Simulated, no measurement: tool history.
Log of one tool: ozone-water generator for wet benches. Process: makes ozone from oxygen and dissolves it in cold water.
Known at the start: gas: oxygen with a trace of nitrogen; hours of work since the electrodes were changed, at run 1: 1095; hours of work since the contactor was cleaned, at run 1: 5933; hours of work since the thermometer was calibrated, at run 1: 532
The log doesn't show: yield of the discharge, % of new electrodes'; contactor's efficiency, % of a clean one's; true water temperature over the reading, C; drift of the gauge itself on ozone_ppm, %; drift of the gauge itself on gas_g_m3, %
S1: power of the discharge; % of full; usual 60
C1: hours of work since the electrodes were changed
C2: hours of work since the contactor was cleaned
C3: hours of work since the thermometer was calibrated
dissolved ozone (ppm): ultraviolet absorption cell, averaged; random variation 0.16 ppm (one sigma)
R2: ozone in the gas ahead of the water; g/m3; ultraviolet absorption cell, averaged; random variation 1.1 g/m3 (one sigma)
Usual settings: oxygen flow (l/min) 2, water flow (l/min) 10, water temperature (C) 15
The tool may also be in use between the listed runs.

{"run": 1, "hour": 0.0, "S1": 60, "oxygen flow (l/min)": 2, "water flow (l/min)": 10, "water temperature (C)": 15, "C1": 1095, "C2": 5933, "C3": 532, "dissolved ozone (ppm)": 18.1, "R2": 200.5}
{"run": 2, "hour": 52.3, "S1": 60, "oxygen flow (l/min)": 2, "water flow (l/min)": 10, "water temperature (C)": 15, "C1": 1134, "C2": 5972, "C3": 570, "dissolved ozone (ppm)": 17.7, "R2": 198.1}
{"run": 3, "hour": 175.1, "S1": 56, "oxygen flow (l/min)": 2, "water flow (l/min)": 10, "water temperature (C)": 15, "C1": 1224, "C2": 6062, "C3": 661, "dissolved ozone (ppm)": 17.2, "R2": 189.8}
{"run": 4, "hour": 283.8, "S1": 56, "oxygen flow (l/min)": 2, "water flow (l/min)": 10, "water temperature (C)": 15, "C1": 1304, "C2": 6142, "C3": 741, "dissolved ozone (ppm)": 17.1, "R2": 188.9}
{"run": 5, "hour": 349.1, "S1": 56, "oxygen flow (l/min)": 2, "water flow (l/min)": 10, "water temperature (C)": 15, "C1": 1352, "C2": 6190, "C3": 789, "dissolved ozone (ppm)": 17, "R2": 188.1}
{"run": 6, "hour": 452.6, "S1": 60, "oxygen flow (l/min)": 2, "water flow (l/min)": 10, "water temperature (C)": 8, "C1": 1428, "C2": 6266, "C3": 865, "dissolved ozone (ppm)": 19.1, "R2": 197.9}
{"run": 7, "hour": 580.1, "S1": 60, "oxygen flow (l/min)": 2, "water flow (l/min)": 10, "water temperature (C)": 8, "C1": 1522, "C2": 6360, "C3": 959, "dissolved ozone (ppm)": 19.1, "R2": 198.9}
{"run": 8, "hour": 691.2, "S1": 60, "oxygen flow (l/min)": 2, "water flow (l/min)": 10, "water temperature (C)": 8, "C1": 1604, "C2": 6442, "C3": 1040, "dissolved ozone (ppm)": 19.4, "R2": 197.8}
{"run": 9, "hour": 817.8, "S1": 60, "oxygen flow (l/min)": 2, "water flow (l/min)": 10, "water temperature (C)": 15, "C1": 1697, "C2": 6535, "C3": 1133, "dissolved ozone (ppm)": 17.7, "R2": 196.3}
{"run": 10, "hour": 924.4, "S1": 60, "oxygen flow (l/min)": 2, "water flow (l/min)": 10, "water temperature (C)": 15, "C1": 1775, "C2": 6613, "C3": 1212, "dissolved ozone (ppm)": 17.9, "R2": 196.6}
{"run": 11, "hour": 1003.4, "S1": 60, "oxygen flow (l/min)": 2, "water flow (l/min)": 10, "water temperature (C)": 15, "C1": 1833, "C2": 6671, "C3": 1270, "dissolved ozone (ppm)": 18.1, "R2": 194.4}
{"run": 12, "hour": 1079.8, "S1": 60, "oxygen flow (l/min)": 3.57, "water flow (l/min)": 10, "water temperature (C)": 15, "C1": 1890, "C2": 6727, "C3": 1326, "dissolved ozone (ppm)": 16.2, "R2": 131.4}
{"hour": 1092.1, "done": "contactor cleaned"}
{"run": 13, "hour": 1186.8, "S1": 60, "oxygen flow (l/min)": 2, "water flow (l/min)": 10, "water temperature (C)": 15, "C1": 1965, "C2": 70, "C3": 1402, "dissolved ozone (ppm)": 17.3, "R2": 193.7}
{"run": 14, "hour": 1292.5, "S1": 60, "oxygen flow (l/min)": 2, "water flow (l/min)": 10, "water temperature (C)": 15, "C1": 2043, "C2": 147, "C3": 1480, "dissolved ozone (ppm)": 17.4, "R2": 194.2}
{"run": 15, "hour": 1368.7, "S1": 60, "oxygen flow (l/min)": 1.47, "water flow (l/min)": 10, "water temperature (C)": 15, "C1": 2099, "C2": 203, "C3": 1536, "dissolved ozone (ppm)": 17.3, "R2": 245.4}
{"run": 16, "hour": 1444.5, "S1": 60, "oxygen flow (l/min)": 1.47, "water flow (l/min)": 10, "water temperature (C)": 15, "C1": 2155, "C2": 259, "C3": 1592, "dissolved ozone (ppm)": 17.4, "R2": 239.8}
{"run": 17, "hour": 1516.5, "S1": 60, "oxygen flow (l/min)": 1.47, "water flow (l/min)": 10, "water temperature (C)": 15, "C1": 2208, "C2": 312, "C3": 1645, "dissolved ozone (ppm)": 17.4, "R2": 240.1}
{"run": 18, "hour": 1611.5, "S1": 60, "oxygen flow (l/min)": 2, "water flow (l/min)": 10, "water temperature (C)": 17, "C1": 2278, "C2": 382, "C3": 1714, "dissolved ozone (ppm)": 16.9, "R2": 194.7}
{"run": 19, "hour": 1713.5, "S1": 60, "oxygen flow (l/min)": 2, "water flow (l/min)": 10, "water temperature (C)": 14, "C1": 2353, "C2": 457, "C3": 1789, "dissolved ozone (ppm)": 17.3, "R2": 195.4}
{"run": 20, "hour": 1840.2, "S1": 60, "oxygen flow (l/min)": 2, "water flow (l/min)": 10, "water temperature (C)": 14, "C1": 2446, "C2": 550, "C3": 1883, "dissolved ozone (ppm)": 17.2, "R2": 191.7}
{"hour": 1878.3, "done": "contactor cleaned, once more"}
{"run": 21, "hour": 1901.5, "S1": 68, "oxygen flow (l/min)": 1.31, "water flow (l/min)": 7, "water temperature (C)": 8, "C1": 2488, "C2": 17, "C3": 1925, "dissolved ozone (ppm)": 30.7, "R2": 282.8}
{"run": 22, "hour": 1975.5, "S1": 68, "oxygen flow (l/min)": 2.63, "water flow (l/min)": 13, "water temperature (C)": 17, "C1": 2543, "C2": 72, "C3": 1979, "dissolved ozone (ppm)": 15.3, "R2": 174.5}
{"run": 23, "hour": 2084.0, "S1": 60, "oxygen flow (l/min)": 2.01, "water flow (l/min)": 10, "water temperature (C)": 15, "C1": 2622, "C2": 151, "C3": 2059, "dissolved ozone (ppm)": 18.6, "R2": 192.7}
{"run": 24, "hour": 2184.4, "S1": 60, "oxygen flow (l/min)": 2.01, "water flow (l/min)": 10, "water temperature (C)": 15, "C1": 2696, "C2": 225, "C3": 2133, "dissolved ozone (ppm)": 18.3, "R2": 191.5}
{"run": 25, "hour": 2289.1, "S1": 60, "oxygen flow (l/min)": 2, "water flow (l/min)": 7, "water temperature (C)": 15, "C1": 2773, "C2": 302, "C3": 2210, "dissolved ozone (ppm)": 25.4, "R2": 192.8}
{"run": 26, "hour": 2346.3, "S1": 66, "oxygen flow (l/min)": 2, "water flow (l/min)": 7, "water temperature (C)": 15, "C1": 2815, "C2": 344, "C3": 2252, "dissolved ozone (ppm)": 26.9, "R2": 206.3}
{"run": 27, "hour": 2467.6, "S1": 55, "oxygen flow (l/min)": 2, "water flow (l/min)": 10, "water temperature (C)": 11, "C1": 2905, "C2": 433, "C3": 2341, "dissolved ozone (ppm)": 18.1, "R2": 181.6}
{"run": 28, "hour": 2546.2, "S1": 60, "oxygen flow (l/min)": 2.24, "water flow (l/min)": 10, "water temperature (C)": 11, "C1": 2963, "C2": 491, "C3": 2399, "dissolved ozone (ppm)": 19, "R2": 175.5}
{"run": 29, "hour": 2603.7, "S1": 56, "oxygen flow (l/min)": 2.11, "water flow (l/min)": 10, "water temperature (C)": 11, "C1": 3005, "C2": 534, "C3": 2441, "dissolved ozone (ppm)": 18.3, "R2": 175.7}
{"run": 30, "hour": 2724.2, "S1": 60, "oxygen flow (l/min)": 2.29, "water flow (l/min)": 7, "water temperature (C)": 15, "C1": 3093, "C2": 622, "C3": 2530, "dissolved ozone (ppm)": 24.5, "R2": 175.2}
{"run": 31, "hour": 2798.6, "S1": 49, "oxygen flow (l/min)": 2.29, "water flow (l/min)": 6, "water temperature (C)": 15, "C1": 3148, "C2": 677, "C3": 2585, "dissolved ozone (ppm)": 23.9, "R2": 150.4}
{"run": 32, "hour": 2900.3, "S1": 64, "oxygen flow (l/min)": 1.13, "water flow (l/min)": 16, "water temperature (C)": 9, "C1": 3223, "C2": 752, "C3": 2659, "dissolved ozone (ppm)": 11.3, "R2": 296.2}
{"run": 33, "hour": 2981.8, "S1": 64, "oxygen flow (l/min)": 1.13, "water flow (l/min)": 16, "water temperature (C)": 9, "C1": 3283, "C2": 812, "C3": 2719, "dissolved ozone (ppm)": 11.4, "R2": 294}

Forecast each of these 3 alternatives for the next run:
{"run": "A", "hour": 3096.1, "S1": 85, "oxygen flow (l/min)": 2.05, "water flow (l/min)": 16, "water temperature (C)": 12, "C1": 3367, "C2": 896, "C3": 2804, "dissolved ozone (ppm)": "?", "R2": "?"}
{"run": "B", "hour": 3096.1, "S1": 60, "oxygen flow (l/min)": 2, "water flow (l/min)": 10, "water temperature (C)": 11, "C1": 3367, "C2": 896, "C3": 2804, "dissolved ozone (ppm)": "?", "R2": "?"}
{"run": "C", "hour": 3096.1, "S1": 52, "oxygen flow (l/min)": 1.13, "water flow (l/min)": 12, "water temperature (C)": 9, "C1": 3367, "C2": 896, "C3": 2804, "dissolved ozone (ppm)": "?", "R2": "?"}

run=A dissolved_ozone_(ppm)=14.5 R2=234.6
run=B dissolved_ozone_(ppm)=18.8 R2=189.9
run=C dissolved_ozone_(ppm)=13.8 R2=253.7
Without the tool's hidden state the same runs would have given:
run=A dissolved_ozone_(ppm)=16.2 R2=257.7
run=B dissolved_ozone_(ppm)=20.5 R2=204.5
run=C dissolved_ozone_(ppm)=14.9 R2=271

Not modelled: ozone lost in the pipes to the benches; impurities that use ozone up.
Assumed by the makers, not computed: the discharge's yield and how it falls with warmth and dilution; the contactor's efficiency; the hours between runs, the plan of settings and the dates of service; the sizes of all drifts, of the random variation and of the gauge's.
